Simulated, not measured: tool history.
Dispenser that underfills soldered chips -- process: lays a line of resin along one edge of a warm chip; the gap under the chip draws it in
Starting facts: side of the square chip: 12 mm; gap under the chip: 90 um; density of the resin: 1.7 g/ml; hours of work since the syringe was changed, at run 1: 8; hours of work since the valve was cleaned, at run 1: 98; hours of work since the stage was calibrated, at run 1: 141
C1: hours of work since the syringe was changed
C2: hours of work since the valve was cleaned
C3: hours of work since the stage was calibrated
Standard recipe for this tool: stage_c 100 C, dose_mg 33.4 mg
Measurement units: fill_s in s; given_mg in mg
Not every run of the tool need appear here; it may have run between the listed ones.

{"run": 1, "day": 0.0, "stage_c": 100, "dose_mg": 33.4, "C1": 8, "C2": 98, "C3": 141, "fill_s": 169.2, "given_mg": 30.63}
{"day": 0.062, "done": "new syringe of resin"}
{"run": 2, "day": 0.267, "stage_c": 100, "dose_mg": 33.4, "C1": 3, "C2": 102, "C3": 145, "fill_s": 133.2, "given_mg": 30.59}
{"day": 0.65, "done": "new syringe of resin"}
{"run": 3, "day": 0.679, "stage_c": 100, "dose_mg": 33.4, "C1": 0, "C2": 109, "C3": 152, "fill_s": 113.1, "given_mg": 30.51}
{"run": 4, "day": 0.921, "stage_c": 100, "dose_mg": 33.4, "C1": 4, "C2": 113, "C3": 156, "fill_s": 137.3, "given_mg": 30.33}
{"day": 1.225, "done": "new syringe of resin"}
{"run": 5, "day": 1.225, "stage_c": 96, "dose_mg": 33.4, "C1": 0, "C2": 118, "C3": 161, "fill_s": 133.1, "given_mg": 30.28}
{"day": 1.458, "done": "dispensing valve cleaned and set on the balance"}
{"run": 6, "day": 1.567, "stage_c": 107, "dose_mg": 33.4, "C1": 5, "C2": 2, "C3": 165, "fill_s": 103.9, "given_mg": 33.14}
{"day": 1.829, "done": "new syringe of resin"}
{"run": 7, "day": 1.875, "stage_c": 107, "dose_mg": 33.4, "C1": 1, "C2": 7, "C3": 170, "fill_s": 84.4, "given_mg": 33.17}
{"run": 8, "day": 2.142, "stage_c": 107, "dose_mg": 33.4, "C1": 5, "C2": 11, "C3": 175, "fill_s": 106.3, "given_mg": 33.09}
{"run": 9, "day": 2.312, "stage_c": 107, "dose_mg": 33.4, "C1": 8, "C2": 14, "C3": 177, "fill_s": 121.3, "given_mg": 32.92}
{"day": 2.412, "done": "new syringe of resin"}
{"run": 10, "day": 2.562, "stage_c": 107, "dose_mg": 33.4, "C1": 3, "C2": 18, "C3": 181, "fill_s": 89.1, "given_mg": 33.09}
{"run": 11, "day": 2.817, "stage_c": 109, "dose_mg": 34.1, "C1": 7, "C2": 22, "C3": 186, "fill_s": 102.5, "given_mg": 33.76}
{"day": 2.996, "done": "new syringe of resin"}
{"run": 12, "day": 3.158, "stage_c": 100, "dose_mg": 33.8, "C1": 3, "C2": 27, "C3": 191, "fill_s": 121.4, "given_mg": 32.86}
{"run": 13, "day": 3.367, "stage_c": 99, "dose_mg": 32.7, "C1": 6, "C2": 31, "C3": 194, "fill_s": 156.1, "given_mg": 31.59}
{"day": 3.579, "done": "new syringe of resin"}
{"run": 14, "day": 3.633, "stage_c": 102, "dose_mg": 29.1, "C1": 1, "C2": 35, "C3": 198, "fill_s": 108.1, "given_mg": 28.09}
{"run": 15, "day": 3.904, "stage_c": 91, "dose_mg": 41.6, "C1": 5, "C2": 39, "C3": 203, "fill_s": 201.1, "given_mg": 40.06}
{"day": 4.154, "done": "new syringe of resin"}
{"run": 16, "day": 4.221, "stage_c": 91, "dose_mg": 41.6, "C1": 1, "C2": 44, "C3": 208, "fill_s": 166.7, "given_mg": 39.9}

How the hidden state differs across the entries between the runs, from the last listed run before each to the first after it:
After run 1, before run 2: new syringe of resin (day 0.062)
  resin's viscosity, % of fresh resin's: 150.6 -> 119.2; dose that the valve gives, % of what is set: 92.45 -> 92.11; true chip temperature over the reading, C: 0.64 -> 0.66
  what was measured, less what the result would be without the hidden state, fill_s: +55.4 -> +19.9 s; given_mg: -2.51 -> -2.62 mg
After run 2, before run 3: new syringe of resin (day 0.65)
  resin's viscosity, % of fresh resin's: 119.2 -> 101.7; dose that the valve gives, % of what is set: 92.11 -> 91.56; true chip temperature over the reading, C: 0.66 -> 0.68
  what was measured, less what the result would be without the hidden state, fill_s: +19.9 -> +0.4 s; given_mg: -2.62 -> -2.82 mg
After run 4, before run 5: new syringe of resin (day 1.225)
  resin's viscosity, % of fresh resin's: 124.2 -> 99.8; dose that the valve gives, % of what is set: 91.24 -> 90.88; true chip temperature over the reading, C: 0.7 -> 0.71
  what was measured, less what the result would be without the hidden state, fill_s: +25.4 -> -2.1 s; given_mg: -2.9 -> -3.03 mg
After run 5, before run 6: dispensing valve cleaned and set on the balance (day 1.458)
  resin's viscosity, % of fresh resin's: 99.8 -> 127.8; dose that the valve gives, % of what is set: 90.88 -> 99.65; true chip temperature over the reading, C: 0.71 -> 0.73
  what was measured, less what the result would be without the hidden state, fill_s: -2.1 -> +20.1 s; given_mg: -3.03 -> -0.12 mg
After run 6, before run 7: new syringe of resin (day 1.829)
  resin's viscosity, % of fresh resin's: 127.8 -> 104.5; dose that the valve gives, % of what is set: 99.65 -> 99.25; true chip temperature over the reading, C: 0.73 -> 0.75
  what was measured, less what the result would be without the hidden state, fill_s: +20.1 -> +1.2 s; given_mg: -0.12 -> -0.25 mg
After run 9, before run 10: new syringe of resin (day 2.412)
  resin's viscosity, % of fresh resin's: 149.8 -> 111.3; dose that the valve gives, % of what is set: 98.69 -> 98.4; true chip temperature over the reading, C: 0.77 -> 0.79
  what was measured, less what the result would be without the hidden state, fill_s: +37.9 -> +6.6 s; given_mg: -0.44 -> -0.54 mg
After run 11, before run 12: new syringe of resin (day 2.996)
  resin's viscosity, % of fresh resin's: 137.2 -> 113.3; dose that the valve gives, % of what is set: 98.09 -> 97.66; true chip temperature over the reading, C: 0.8 -> 0.82
  what was measured, less what the result would be without the hidden state, fill_s: +25.5 -> +10.7 s; given_mg: -0.66 -> -0.79 mg
After run 13, before run 14: new syringe of resin (day 3.579)
  resin's viscosity, % of fresh resin's: 134.7 -> 105; dose that the valve gives, % of what is set: 97.42 -> 97.11; true chip temperature over the reading, C: 0.83 -> 0.85
  what was measured, less what the result would be without the hidden state, fill_s: +36.5 -> +2.2 s; given_mg: -0.83 -> -0.84 mg
After run 15, before run 16: new syringe of resin (day 4.154)
  resin's viscosity, % of fresh resin's: 131.1 -> 103.9; dose that the valve gives, % of what is set: 96.75 -> 96.38; true chip temperature over the reading, C: 0.87 -> 0.88
  what was measured, less what the result would be without the hidden state, fill_s: +41.8 -> +0 s; given_mg: -1.34 -> -1.49 mg
